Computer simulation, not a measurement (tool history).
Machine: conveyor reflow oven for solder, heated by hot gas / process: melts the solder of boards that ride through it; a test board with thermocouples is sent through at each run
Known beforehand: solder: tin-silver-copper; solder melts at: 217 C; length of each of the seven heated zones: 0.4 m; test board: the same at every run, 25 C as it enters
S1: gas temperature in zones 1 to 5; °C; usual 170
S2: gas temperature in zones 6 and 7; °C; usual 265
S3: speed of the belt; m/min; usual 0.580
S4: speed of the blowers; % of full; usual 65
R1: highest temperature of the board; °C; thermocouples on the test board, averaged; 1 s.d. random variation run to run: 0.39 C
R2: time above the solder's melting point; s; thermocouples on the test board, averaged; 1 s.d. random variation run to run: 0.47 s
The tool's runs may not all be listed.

{"run": 1, "hour": 0.0, "S1": 170, "S2": 265, "S3": 0.58, "S4": 65, "R1": 246.3, "R2": 56.0}
{"run": 2, "hour": 7.9, "S1": 170, "S2": 265, "S3": 0.58, "S4": 65, "R1": 246.9, "R2": 55.2}
{"run": 3, "hour": 13.5, "S1": 158, "S2": 265, "S3": 0.58, "S4": 65, "R1": 243.9, "R2": 48.4}
{"run": 4, "hour": 24.4, "S1": 158, "S2": 265, "S3": 0.58, "S4": 72, "R1": 246.3, "R2": 51.6}
{"run": 5, "hour": 34.2, "S1": 158, "S2": 265, "S3": 0.58, "S4": 72, "R1": 246.1, "R2": 52.1}
{"run": 6, "hour": 45.9, "S1": 158, "S2": 265, "S3": 0.58, "S4": 72, "R1": 246.2, "R2": 51.3}
{"run": 7, "hour": 55.1, "S1": 158, "S2": 265, "S3": 0.58, "S4": 72, "R1": 246.1, "R2": 51.1}
{"run": 8, "hour": 60.7, "S1": 170, "S2": 265, "S3": 0.59, "S4": 65, "R1": 245.1, "R2": 52.9}
{"run": 9, "hour": 72.2, "S1": 170, "S2": 265, "S3": 0.59, "S4": 65, "R1": 245.2, "R2": 52.9}
{"run": 10, "hour": 81.3, "S1": 170, "S2": 265, "S3": 0.59, "S4": 65, "R1": 245.4, "R2": 53.5}
{"run": 11, "hour": 93.1, "S1": 170, "S2": 262, "S3": 0.58, "S4": 65, "R1": 243.7, "R2": 52.0}
{"run": 12, "hour": 100.2, "S1": 170, "S2": 258, "S3": 0.58, "S4": 65, "R1": 239.8, "R2": 48.2}
{"run": 13, "hour": 109.5, "S1": 170, "S2": 258, "S3": 0.58, "S4": 86, "R1": 243.8, "R2": 54.8}
{"run": 14, "hour": 118.7, "S1": 170, "S2": 265, "S3": 0.682, "S4": 65, "R1": 239.7, "R2": 38.4}
{"run": 15, "hour": 123.9, "S1": 170, "S2": 265, "S3": 0.516, "S4": 65, "R1": 249.4, "R2": 66.9}
{"run": 16, "hour": 130.9, "S1": 175, "S2": 267, "S3": 0.521, "S4": 61, "R1": 250.2, "R2": 67.9}
{"run": 17, "hour": 138.1, "S1": 175, "S2": 267, "S3": 0.521, "S4": 61, "R1": 250.6, "R2": 67.9}
{"run": 18, "hour": 145.3, "S1": 164, "S2": 267, "S3": 0.592, "S4": 51, "R1": 239.3, "R2": 43.1}
{"run": 19, "hour": 155.1, "S1": 164, "S2": 268, "S3": 0.63, "S4": 56, "R1": 239.1, "R2": 40.4}
{"run": 20, "hour": 161.4, "S1": 164, "S2": 268, "S3": 0.63, "S4": 56, "R1": 240.1, "R2": 40.3}
{"run": 21, "hour": 170.1, "S1": 164, "S2": 268, "S3": 0.63, "S4": 56, "R1": 239.1, "R2": 39.6}
{"run": 22, "hour": 176.2, "S1": 164, "S2": 268, "S3": 0.63, "S4": 75, "R1": 246.4, "R2": 48.2}
{"hour": 189.9, "done": "flux residue cleaned out of gas plates and filters"}
{"run": 23, "hour": 192.0, "S1": 170, "S2": 255, "S3": 0.58, "S4": 50, "R1": 235.4, "R2": 41.6}
{"run": 24, "hour": 202.5, "S1": 170, "S2": 255, "S3": 0.58, "S4": 50, "R1": 235.1, "R2": 41.6}
{"run": 25, "hour": 209.2, "S1": 170, "S2": 255, "S3": 0.58, "S4": 50, "R1": 234.6, "R2": 40.4}
{"run": 26, "hour": 215.0, "S1": 158, "S2": 278, "S3": 0.564, "S4": 50, "R1": 253.9, "R2": 57.9}
{"run": 27, "hour": 224.2, "S1": 170, "S2": 263, "S3": 0.672, "S4": 56, "R1": 238.6, "R2": 38.8}
{"run": 28, "hour": 233.6, "S1": 160, "S2": 263, "S3": 0.672, "S4": 56, "R1": 236.3, "R2": 33.5}
{"run": 29, "hour": 240.4, "S1": 169, "S2": 260, "S3": 0.481, "S4": 65, "R1": 248.3, "R2": 73.0}
{"run": 30, "hour": 250.2, "S1": 174, "S2": 256, "S3": 0.585, "S4": 76, "R1": 243.9, "R2": 56.0}

Forecast each of these 4 alternatives for the next run:
{"run": "A", "hour": 258.9, "S1": 175, "S2": 278, "S3": 0.606, "S4": 65, "R1": "?", "R2": "?"}
{"run": "B", "hour": 258.9, "S1": 172, "S2": 256, "S3": 0.585, "S4": 76, "R1": "?", "R2": "?"}
{"run": "C", "hour": 258.9, "S1": 174, "S2": 256, "S3": 0.501, "S4": 76, "R1": "?", "R2": "?"}
{"run": "D", "hour": 258.9, "S1": 170, "S2": 265, "S3": 0.656, "S4": 84, "R1": "?", "R2": "?"}

run=A R1=259.9 R2=64.7
run=B R1=243.4 R2=55.3
run=C R1=247.0 R2=71.8
run=D R1=250.4 R2=52.8
Stripped of hidden state, with their random variation kept, the same runs would have yielded:
run=A R1=261.2 R2=64.7
run=B R1=244.7 R2=56.0
run=C R1=248.3 R2=72.3
run=D R1=251.8 R2=53.3
